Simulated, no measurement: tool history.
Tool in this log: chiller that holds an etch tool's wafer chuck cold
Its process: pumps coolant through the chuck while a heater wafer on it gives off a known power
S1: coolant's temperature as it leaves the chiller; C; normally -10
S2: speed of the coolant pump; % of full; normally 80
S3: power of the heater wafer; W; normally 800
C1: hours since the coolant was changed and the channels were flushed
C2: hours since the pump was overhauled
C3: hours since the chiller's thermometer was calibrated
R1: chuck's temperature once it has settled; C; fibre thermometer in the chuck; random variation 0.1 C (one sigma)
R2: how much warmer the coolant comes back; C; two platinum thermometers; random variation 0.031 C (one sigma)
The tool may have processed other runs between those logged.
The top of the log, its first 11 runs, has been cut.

{"run": 12, "hour": 1536.3, "S1": -12, "S2": 80, "S3": 800, "C1": 655, "C2": 6862, "C3": 2936, "R1": -0.8, "R2": 3.53}
{"run": 13, "hour": 1718.1, "S1": -12, "S2": 80, "S3": 800, "C1": 837, "C2": 7044, "C3": 3118, "R1": -0.4, "R2": 3.51}
{"run": 14, "hour": 1861.9, "S1": -12, "S2": 80, "S3": 800, "C1": 981, "C2": 7188, "C3": 3262, "R1": -0.5, "R2": 3.46}
{"run": 15, "hour": 2043.8, "S1": -4, "S2": 80, "S3": 800, "C1": 1163, "C2": 7369, "C3": 3444, "R1": 8, "R2": 3.59}
{"run": 16, "hour": 2133.0, "S1": -10, "S2": 73, "S3": 800, "C1": 1252, "C2": 7459, "C3": 3533, "R1": 2.8, "R2": 4.01}
{"run": 17, "hour": 2303.3, "S1": -10, "S2": 80, "S3": 476, "C1": 1422, "C2": 7629, "C3": 3703, "R1": -2.8, "R2": 2.11}
{"run": 18, "hour": 2488.5, "S1": -8, "S2": 87, "S3": 800, "C1": 1608, "C2": 7814, "C3": 3889, "R1": 3.5, "R2": 3.27}
{"hour": 2504.3, "done": "chiller's thermometer calibrated"}
{"run": 19, "hour": 2607.2, "S1": -10, "S2": 64, "S3": 540, "C1": 1725, "C2": 7932, "C3": 103, "R1": 0.4, "R2": 3.17}
{"run": 20, "hour": 2726.8, "S1": -11, "S2": 73, "S3": 1143, "C1": 1845, "C2": 8051, "C3": 222, "R1": 8.2, "R2": 5.75}
{"run": 21, "hour": 2889.4, "S1": -11, "S2": 73, "S3": 1143, "C1": 2007, "C2": 8214, "C3": 385, "R1": 8.3, "R2": 5.84}
{"run": 22, "hour": 3067.4, "S1": -13, "S2": 70, "S3": 800, "C1": 2185, "C2": 8392, "C3": 563, "R1": 1.5, "R2": 4.27}
{"run": 23, "hour": 3213.4, "S1": -8, "S2": 80, "S3": 901, "C1": 2331, "C2": 8538, "C3": 709, "R1": 6.8, "R2": 4.18}
{"hour": 3302.8, "done": "chiller's thermometer calibrated, once more"}
{"run": 24, "hour": 3304.1, "S1": -8, "S2": 80, "S3": 901, "C1": 2421, "C2": 8628, "C3": 1, "R1": 5.9, "R2": 4.22}
{"run": 25, "hour": 3432.6, "S1": -10, "S2": 83, "S3": 948, "C1": 2550, "C2": 8756, "C3": 130, "R1": 4, "R2": 4.23}
{"hour": 3474.3, "done": "coolant pump overhauled"}
{"run": 26, "hour": 3621.6, "S1": -10, "S2": 83, "S3": 948, "C1": 2734, "C2": 147, "C3": 314, "R1": 1.3, "R2": 3.16}
{"run": 27, "hour": 3739.2, "S1": -10, "S2": 64, "S3": 789, "C1": 2851, "C2": 265, "C3": 431, "R1": 1.9, "R2": 3.53}
{"run": 28, "hour": 3872.6, "S1": -10, "S2": 64, "S3": 789, "C1": 2985, "C2": 398, "C3": 565, "R1": 2.2, "R2": 3.55}
{"run": 29, "hour": 3956.9, "S1": -18, "S2": 68, "S3": 789, "C1": 3069, "C2": 483, "C3": 649, "R1": -6.6, "R2": 3.32}
{"run": 30, "hour": 4067.4, "S1": -11, "S2": 80, "S3": 904, "C1": 3179, "C2": 593, "C3": 760, "R1": 0.5, "R2": 3.12}
{"run": 31, "hour": 4160.3, "S1": -13, "S2": 80, "S3": 422, "C1": 3272, "C2": 686, "C3": 853, "R1": -7.5, "R2": 1.47}
{"run": 32, "hour": 4242.5, "S1": -1, "S2": 98, "S3": 438, "C1": 3355, "C2": 768, "C3": 935, "R1": 4, "R2": 1.2}
{"run": 33, "hour": 4345.0, "S1": -1, "S2": 98, "S3": 438, "C1": 3457, "C2": 871, "C3": 1037, "R1": 3.9, "R2": 1.26}

Branching from run 33: 3 alternative next runs. What would each branch give?
{"run": "A", "hour": 4424.4, "S1": -10, "S2": 79, "S3": 636, "C1": 3536, "C2": 950, "C3": 1117, "R1": "?", "R2": "?"}
{"run": "B", "hour": 4424.4, "S1": -13, "S2": 80, "S3": 904, "C1": 3536, "C2": 950, "C3": 1117, "R1": "?", "R2": "?"}
{"run": "C", "hour": 4424.4, "S1": -17, "S2": 84, "S3": 779, "C1": 3536, "C2": 950, "C3": 1117, "R1": "?", "R2": "?"}

run=A R1=-1.5 R2=2.24
run=B R1=-1.2 R2=3.19
run=C R1=-7.2 R2=2.65
Without the tool's unlogged condition, the same runs would have read:
run=A R1=-2.8 R2=2.18
run=B R1=-3.1 R2=3.1
run=C R1=-8.7 R2=2.58

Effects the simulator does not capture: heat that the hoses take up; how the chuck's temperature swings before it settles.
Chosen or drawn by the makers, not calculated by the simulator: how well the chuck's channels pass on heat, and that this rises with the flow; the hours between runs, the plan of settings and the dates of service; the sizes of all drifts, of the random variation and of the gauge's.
